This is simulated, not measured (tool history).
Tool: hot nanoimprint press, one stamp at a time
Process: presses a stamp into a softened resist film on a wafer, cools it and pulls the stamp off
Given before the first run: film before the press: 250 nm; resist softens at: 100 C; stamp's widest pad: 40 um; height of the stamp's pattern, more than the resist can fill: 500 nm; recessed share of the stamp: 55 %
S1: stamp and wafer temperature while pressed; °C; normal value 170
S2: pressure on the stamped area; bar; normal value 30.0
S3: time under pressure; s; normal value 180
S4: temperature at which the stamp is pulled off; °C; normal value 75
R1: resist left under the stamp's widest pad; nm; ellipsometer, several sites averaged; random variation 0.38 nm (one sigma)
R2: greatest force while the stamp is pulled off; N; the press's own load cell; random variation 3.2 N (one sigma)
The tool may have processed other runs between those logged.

run,hour,S1,S2,S3,S4,R1,R2
1,0.0,170,30.0,180,75,101.7,156
2,52.8,170,30.0,180,75,100.8,158
3,98.7,170,21.3,180,75,116.7,151
4,144.6,170,21.3,180,75,118.3,159
5,183.4,170,21.3,180,75,117.5,158
6,218.5,170,21.3,180,75,116.8,156
7,247.3,170,30.0,180,80,101.3,141
8,305.5,170,30.0,107,75,123.5,158
9,356.9,170,30.0,107,75,123.8,159
10,397.6,170,30.0,124,75,117.4,155
11,455.6,170,30.0,180,75,101.2,148
12,503.3,170,30.0,180,75,101.7,154
13,535.0,170,18.3,180,75,126.2,151
14,578.5,170,18.3,180,75,126.7,154
15,622.9,170,18.3,180,75,127.1,153
16,657.6,170,18.3,180,75,127.0,154
17,691.3,166,25.5,168,60,135.7,204
18,743.6,170,47.4,327,75,63.2,155
19,784.9,170,47.4,327,75,63.9,154
20,841.8,177,26.4,92,75,102.7,157
21,879.0,177,27.9,180,71,76.2,160
22,931.3,177,22.0,180,67,83.9,178
23,967.4,170,30.0,180,74,102.7,153
24,996.6,170,30.0,180,74,103.7,151
25,1051.9,170,30.0,116,76,122.1,148
26,1110.0,170,30.0,116,76,122.0,152
27,1139.5,170,30.0,116,76,123.1,155
28,1188.3,170,30.0,116,76,122.1,148
29,1245.1,170,27.7,162,64,109.0,189
30,1298.6,170,27.7,162,64,108.4,194
31,1353.7,170,30.7,141,75,110.1,156

Withheld: 6 entries from between the runs. Position of each, and hidden state at the listed run before versus the listed run after:
After run 1, before run 2: stamp cleaned and given a new release coat (hour 12.2)
  pressure that arrives at the usual setting, %: 99.81 -> 99.8; grip of the stamp's worn release coat, % over a new coat's: 1.1 -> 0.1; drift of the gauge itself on residual_nm, %: 0 -> 0.1
  measured value less the no-hidden-state value, R1: +0.1 -> +0.2 nm
After run 10, before run 11: stamp cleaned and given a new release coat (hour 426.4)
  grip of the stamp's worn release coat, % over a new coat's: 1.1 -> 0.1; drift of the gauge itself on residual_nm, %: 0.83 -> 0.94
  measured value less the no-hidden-state value, R1: +0.9 -> +0.9 nm
After run 15, before run 16: plate thermocouple calibrated (hour 645.7)
  true temperature over the reading, C: 0.04 -> 0; grip of the stamp's worn release coat, % over a new coat's: 0.5 -> 0.6; drift of the gauge itself on residual_nm, %: 1.29 -> 1.36
  measured value less the no-hidden-state value, R1: +1.5 -> +1.8 nm
After run 19, before run 20: stamp cleaned and given a new release coat (hour 840.7)
  pressure that arrives at the usual setting, %: 99.7 -> 99.69; grip of the stamp's worn release coat, % over a new coat's: 1 -> 0; drift of the gauge itself on residual_nm, %: 1.62 -> 1.73
  measured value less the no-hidden-state value, R1: +1.1 -> +1.8 nm
After run 28, before run 29: gauge calibrated (hour 1216.0)
  grip of the stamp's worn release coat, % over a new coat's: 1 -> 1.2; drift of the gauge itself on residual_nm, %: 2.46 -> 0.06
  measured value less the no-hidden-state value, R1: +2.9 -> +0.0 nm
After run 29, before run 30: stamp cleaned and given a new release coat (hour 1255.8)
  true temperature over the reading, C: 0.03 -> 0.04; pressure that arrives at the usual setting, %: 99.64 -> 99.63; grip of the stamp's worn release coat, % over a new coat's: 1.2 -> 0.1; drift of the gauge itself on residual_nm, %: 0.06 -> 0.16
  measured value less the no-hidden-state value, R1: +0.0 -> +0.1 nm

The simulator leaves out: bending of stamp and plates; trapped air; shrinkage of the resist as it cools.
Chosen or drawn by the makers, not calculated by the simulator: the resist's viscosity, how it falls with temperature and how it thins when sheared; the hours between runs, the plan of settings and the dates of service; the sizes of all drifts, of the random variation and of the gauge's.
